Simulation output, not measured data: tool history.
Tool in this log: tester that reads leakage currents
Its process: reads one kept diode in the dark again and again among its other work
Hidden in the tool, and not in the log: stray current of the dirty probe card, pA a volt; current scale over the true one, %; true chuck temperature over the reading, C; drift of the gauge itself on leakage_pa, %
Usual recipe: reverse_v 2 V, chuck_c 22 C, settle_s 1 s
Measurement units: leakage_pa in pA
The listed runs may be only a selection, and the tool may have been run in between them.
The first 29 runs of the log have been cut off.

| run | hour | reverse_v | chuck_c | settle_s | hours of work since the probe card was cleaned | hours of work since the tester was calibrated | hours of work since the chuck was calibrated | leakage_pa |
|---|---|---|---|---|---|---|---|---|
| 30 | 779.2 | 1.72 | 24 | 1.1 | 37 | 1563 | 301 | 107.53 |
| 31 | 805.4 | 1.72 | 24 | 1.1 | 56 | 1582 | 320 | 107.27 |
| 32 | 837.3 | 1.72 | 24 | 1.1 | 80 | 1605 | 343 | 107.23 |
| 33 | 862.9 | 1.72 | 24 | 1.1 | 98 | 1624 | 362 | 107.49 |
| 34 | 885.6 | 9.59 | 23 | 1 | 115 | 1641 | 379 | 201.04 |
| 35 | 919.6 | 15.38 | 25 | 5.77 | 140 | 1665 | 404 | 289.64 |
| 36 | 951.3 | 9.88 | 22 | 0.58 | 163 | 1689 | 427 | 188.62 |
| 37 | 981.9 | 9.88 | 22 | 0.58 | 185 | 1711 | 449 | 188.69 |
| 38 | 1018.5 | 9.88 | 22 | 0.58 | 212 | 1738 | 476 | 189.02 |

4 options for the next run, each taken on its own from the tool as it stands now. Forecast them:
| A | 1041.6 | 1.02 | 21 | 1 | 229 | 1754 | 493 | ? |
| B | 1041.6 | 13.34 | 29 | 0.38 | 229 | 1754 | 493 | ? |
| C | 1041.6 | 4.42 | 54 | 2.18 | 229 | 1754 | 493 | ? |
| D | 1041.6 | 17.68 | 22 | 8.35 | 229 | 1754 | 493 | ? |

| run | leakage_pa |
|---|---|
| A | 65 |
| B | 405.3 |
| C | 2018.61 |
| D | 231.71 |
Had the tool no hidden state, the same runs would have come out as:
| run | leakage_pa |
|---|---|
| A | 67.42 |
| B | 417.26 |
| C | 2077.94 |
| D | 237.58 |

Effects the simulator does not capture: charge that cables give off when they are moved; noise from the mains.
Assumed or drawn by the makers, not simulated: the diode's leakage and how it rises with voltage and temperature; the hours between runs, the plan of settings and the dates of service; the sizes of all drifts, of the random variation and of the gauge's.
